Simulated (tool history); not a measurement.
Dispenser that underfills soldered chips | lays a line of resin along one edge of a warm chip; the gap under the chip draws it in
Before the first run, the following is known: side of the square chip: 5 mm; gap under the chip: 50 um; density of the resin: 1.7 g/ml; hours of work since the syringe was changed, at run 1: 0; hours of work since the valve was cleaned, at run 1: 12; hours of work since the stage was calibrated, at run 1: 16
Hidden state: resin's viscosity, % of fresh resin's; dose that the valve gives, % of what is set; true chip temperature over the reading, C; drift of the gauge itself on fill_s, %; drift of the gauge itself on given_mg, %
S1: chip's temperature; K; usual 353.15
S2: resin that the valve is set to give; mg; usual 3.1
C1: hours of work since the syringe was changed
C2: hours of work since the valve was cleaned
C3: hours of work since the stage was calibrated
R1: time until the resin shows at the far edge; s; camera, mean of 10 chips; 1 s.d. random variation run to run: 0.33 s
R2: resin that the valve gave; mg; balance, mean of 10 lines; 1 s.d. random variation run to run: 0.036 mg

Run 1, hour 0: usual settings; C1 0; C2 12; C3 16. Result: R1 14.9 s, R2 3.04 mg.
Run 2, hour 9.5: usual settings; C1 6; C2 18; C3 22. Result: R1 18.7 s, R2 3.12 mg.
At hour 14.7: new syringe of resin.
Run 3, hour 19.6: usual settings; C1 3; C2 24; C3 29. Result: R1 16 s, R2 3.07 mg.
At hour 29.3: new syringe of resin.
Run 4, hour 33.2: usual settings; C1 2; C2 32; C3 37. Result: R1 15.1 s, R2 3.02 mg.
Run 5, hour 39.8: usual settings; C1 7; C2 37; C3 41. Result: R1 18.5 s, R2 3.07 mg.
At hour 44.2: new syringe of resin.
Run 6, hour 50.5: usual settings; C1 4; C2 43; C3 48. Result: R1 17 s, R2 2.98 mg.
At hour 58.8: new syringe of resin.
Run 7, hour 58.8: usual settings but S1 367.15 K, S2 3.55 mg; C1 0; C2 48; C3 53. Result: R1 7.6 s, R2 3.43 mg.
Run 8, hour 66.7: usual settings but S1 340.15 K, S2 3.18 mg; C1 5; C2 53; C3 58. Result: R1 29.4 s, R2 3.05 mg.
At hour 74.2: new syringe of resin.
Run 9, hour 76.3: usual settings but S1 343.15 K, S2 3.71 mg; C1 1; C2 59; C3 64. Result: R1 21.9 s, R2 3.61 mg.
Run 10, hour 82.9: usual settings but S1 343.15 K, S2 3.71 mg; C1 6; C2 63; C3 68. Result: R1 25.9 s, R2 3.56 mg.
At hour 89.2: new syringe of resin.
Run 11, hour 89.4: usual settings but S1 343.15 K, S2 3.71 mg; C1 0; C2 67; C3 72. Result: R1 21 s, R2 3.6 mg.

Below, each run's measurement less what the same run would have read without the hidden state. Both values contain the same run-to-run variation, but the gauge's scatter may not be the same in both:
run    R1     R2
  1  +0.2  -0.02
  2  +4.2  -0.03
  3  +1.8  -0.05
  4  +1.1  -0.07
  5    +4  -0.07
  6  +2.6  -0.09
  7  -0.2  -0.12
  8  +4.8  -0.11
  9    +1  -0.15
 10  +5.1  -0.16
 11  -0.8  -0.17
